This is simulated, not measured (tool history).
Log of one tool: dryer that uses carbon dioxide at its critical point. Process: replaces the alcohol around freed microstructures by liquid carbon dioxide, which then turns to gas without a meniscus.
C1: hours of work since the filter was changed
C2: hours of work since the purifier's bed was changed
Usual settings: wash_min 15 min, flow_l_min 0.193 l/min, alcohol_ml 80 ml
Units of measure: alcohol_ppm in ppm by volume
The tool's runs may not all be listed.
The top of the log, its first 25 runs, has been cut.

{"run": 26, "hour": 889.2, "wash_min": 19, "flow_l_min": 0.223, "alcohol_ml": 97, "C1": 111, "C2": 45, "alcohol_ppm": 144}
{"run": 27, "hour": 927.7, "wash_min": 19, "flow_l_min": 0.204, "alcohol_ml": 58, "C1": 129, "C2": 63, "alcohol_ppm": 157}
{"run": 28, "hour": 965.3, "wash_min": 19, "flow_l_min": 0.204, "alcohol_ml": 58, "C1": 146, "C2": 80, "alcohol_ppm": 177}
{"run": 29, "hour": 997.8, "wash_min": 19, "flow_l_min": 0.204, "alcohol_ml": 58, "C1": 161, "C2": 95, "alcohol_ppm": 192}
{"hour": 1010.5, "done": "inlet filter changed"}
{"run": 30, "hour": 1021.8, "wash_min": 19, "flow_l_min": 0.204, "alcohol_ml": 58, "C1": 5, "C2": 106, "alcohol_ppm": 86}
{"run": 31, "hour": 1050.6, "wash_min": 10, "flow_l_min": 0.231, "alcohol_ml": 41, "C1": 18, "C2": 119, "alcohol_ppm": 1096}
{"run": 32, "hour": 1091.1, "wash_min": 10, "flow_l_min": 0.146, "alcohol_ml": 42, "C1": 37, "C2": 138, "alcohol_ppm": 5441}
{"run": 33, "hour": 1113.0, "wash_min": 10, "flow_l_min": 0.146, "alcohol_ml": 42, "C1": 47, "C2": 148, "alcohol_ppm": 5404}
{"run": 34, "hour": 1159.1, "wash_min": 11, "flow_l_min": 0.193, "alcohol_ml": 95, "C1": 69, "C2": 169, "alcohol_ppm": 4011}
{"run": 35, "hour": 1189.9, "wash_min": 9, "flow_l_min": 0.325, "alcohol_ml": 110, "C1": 83, "C2": 183, "alcohol_ppm": 1319}
{"run": 36, "hour": 1236.2, "wash_min": 23, "flow_l_min": 0.133, "alcohol_ml": 52, "C1": 104, "C2": 205, "alcohol_ppm": 447}
{"run": 37, "hour": 1270.7, "wash_min": 23, "flow_l_min": 0.133, "alcohol_ml": 52, "C1": 120, "C2": 221, "alcohol_ppm": 482}
{"run": 38, "hour": 1295.0, "wash_min": 18, "flow_l_min": 0.168, "alcohol_ml": 30, "C1": 131, "C2": 232, "alcohol_ppm": 332}
{"run": 39, "hour": 1328.2, "wash_min": 15, "flow_l_min": 0.238, "alcohol_ml": 62, "C1": 146, "C2": 247, "alcohol_ppm": 324}
{"run": 40, "hour": 1355.5, "wash_min": 15, "flow_l_min": 0.193, "alcohol_ml": 30, "C1": 159, "C2": 260, "alcohol_ppm": 479}
{"hour": 1372.3, "done": "inlet filter changed"}
{"run": 41, "hour": 1386.7, "wash_min": 19, "flow_l_min": 0.273, "alcohol_ml": 41, "C1": 7, "C2": 274, "alcohol_ppm": 29}
{"run": 42, "hour": 1429.8, "wash_min": 19, "flow_l_min": 0.273, "alcohol_ml": 111, "C1": 27, "C2": 294, "alcohol_ppm": 55}
{"run": 43, "hour": 1452.4, "wash_min": 19, "flow_l_min": 0.273, "alcohol_ml": 111, "C1": 37, "C2": 304, "alcohol_ppm": 49}
{"run": 44, "hour": 1487.9, "wash_min": 11, "flow_l_min": 0.295, "alcohol_ml": 21, "C1": 53, "C2": 320, "alcohol_ppm": 156}
{"run": 45, "hour": 1511.2, "wash_min": 14, "flow_l_min": 0.124, "alcohol_ml": 80, "C1": 64, "C2": 331, "alcohol_ppm": 6224}
{"run": 46, "hour": 1540.5, "wash_min": 19, "flow_l_min": 0.171, "alcohol_ml": 111, "C1": 78, "C2": 345, "alcohol_ppm": 629}
{"run": 47, "hour": 1565.1, "wash_min": 9, "flow_l_min": 0.17, "alcohol_ml": 80, "C1": 89, "C2": 356, "alcohol_ppm": 10153}

Here are 4 independent what-if runs from the current tool condition. What would each one return?
{"run": "A", "hour": 1606.8, "wash_min": 14, "flow_l_min": 0.193, "alcohol_ml": 80, "C1": 108, "C2": 375, "alcohol_ppm": "?"}
{"run": "B", "hour": 1606.8, "wash_min": 15, "flow_l_min": 0.191, "alcohol_ml": 80, "C1": 108, "C2": 375, "alcohol_ppm": "?"}
{"run": "C", "hour": 1606.8, "wash_min": 12, "flow_l_min": 0.159, "alcohol_ml": 109, "C1": 108, "C2": 375, "alcohol_ppm": "?"}
{"run": "D", "hour": 1606.8, "wash_min": 16, "flow_l_min": 0.246, "alcohol_ml": 33, "C1": 108, "C2": 375, "alcohol_ppm": "?"}

run=A alcohol_ppm=1405
run=B alcohol_ppm=1083
run=C alcohol_ppm=7334
run=D alcohol_ppm=111
Take away the tool's hidden state, keep each run's random variation, and the runs would have read:
run=A alcohol_ppm=884
run=B alcohol_ppm=661
run=C alcohol_ppm=5317
run=D alcohol_ppm=47
